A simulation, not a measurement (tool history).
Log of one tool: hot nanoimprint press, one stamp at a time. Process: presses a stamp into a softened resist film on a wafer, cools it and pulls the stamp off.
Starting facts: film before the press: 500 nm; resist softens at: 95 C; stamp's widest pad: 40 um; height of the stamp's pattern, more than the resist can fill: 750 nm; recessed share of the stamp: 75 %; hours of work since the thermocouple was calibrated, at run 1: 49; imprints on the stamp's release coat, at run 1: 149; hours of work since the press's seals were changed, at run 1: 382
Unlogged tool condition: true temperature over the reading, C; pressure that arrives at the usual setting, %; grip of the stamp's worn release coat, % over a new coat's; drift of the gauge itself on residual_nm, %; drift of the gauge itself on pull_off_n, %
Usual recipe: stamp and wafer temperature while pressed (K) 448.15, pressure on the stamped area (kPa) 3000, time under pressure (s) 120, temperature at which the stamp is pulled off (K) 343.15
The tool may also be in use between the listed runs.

run	hour	stamp and wafer temperature while pressed (K)	pressure on the stamped area (kPa)	time under pressure (s)	temperature at which the stamp is pulled off (K)	hours of work since the thermocouple was calibrated	imprints on the stamp's release coat	hours of work since the press's seals were changed	resist left under the stamp's widest pad (nm)	greatest force while the stamp is pulled off (N)
1	0.0	448.15	3000	120	343.15	49	149	382	245.1	153
2	25.7	448.15	3000	120	343.15	61	217	394	244.7	160
3	50.6	448.15	3000	120	343.15	72	283	406	242.6	151
4	74.9	448.15	3000	120	343.15	84	347	417	245.2	153
5	98.8	448.15	3000	120	343.15	95	410	428	243.3	151
6	117.1	448.15	3000	120	343.15	103	459	437	244.0	149
7	137.4	448.15	2040	120	343.15	113	512	446	283.8	155
8	162.6	448.15	2040	120	343.15	125	579	458	285.7	160
9	179.7	448.15	2040	120	343.15	133	624	466	285.1	154
10	196.8	448.15	3000	120	343.15	140	670	474	241.9	150
11	214.3	448.15	3000	120	343.15	149	716	482	239.5	159
12	237.9	448.15	3000	120	343.15	160	778	493	241.7	156
13	252.9	448.15	3000	120	343.15	167	818	500	241.7	153
14	272.0	448.15	3000	120	343.15	176	869	509	240.6	155
15	293.6	448.15	3000	120	343.15	186	926	519	240.7	154
16	304.3	448.15	1960	82	343.15	191	954	524	319.6	151
17	320.4	448.15	1960	92	329.15	198	997	532	310.9	191
18	339.0	441.15	3120	190	329.15	207	1046	540	252.1	193
19	352.9	448.15	3340	174	343.15	213	1083	547	198.0	149
20	365.2	448.15	3340	174	346.15	219	1115	553	196.9	147
21	376.0	452.15	3340	66	343.15	224	1144	558	247.7	156
# hour 391.7: gauge calibrated
22	391.7	452.15	3340	66	343.15	231	1186	565	254.9	152
23	410.2	448.15	4330	120	333.15	240	1234	574	205.9	176
24	429.3	444.15	2290	120	334.15	249	1285	583	308.7	178
25	453.5	443.15	4200	203	345.15	260	1349	594	203.4	153
26	465.9	443.15	4200	203	345.15	266	1382	600	205.7	148
27	487.9	443.15	4200	203	345.15	276	1440	610	204.3	150
28	506.4	443.15	1830	70	345.15	285	1489	618	379.8	154
29	525.2	443.15	1830	70	345.15	294	1539	627	384.3	150

Alternative continuations, all from the tool just after run 29; predict every row:
# hour 537.9: stamp cleaned and given a new release coat
A	547.5	443.15	1830	92	336.15	301	25	635	?	?
# hour 537.9: stamp cleaned and given a new release coat
B	547.5	440.15	3020	70	345.15	301	25	635	?	?
# hour 537.9: stamp cleaned and given a new release coat
C	547.5	443.15	1830	81	345.15	301	25	635	?	?
# hour 537.9: stamp cleaned and given a new release coat
D	547.5	446.15	3020	71	345.15	301	25	635	?	?

run	resist left under the stamp's widest pad (nm)	greatest force while the stamp is pulled off (N)
A	361.5	167
B	357.1	146
C	373.9	147
D	306.9	150
Without the tool's hidden state the same runs would have given:
run	resist left under the stamp's widest pad (nm)	greatest force while the stamp is pulled off (N)
A	365.3	167
B	360.9	146
C	377.9	148
D	310.1	150
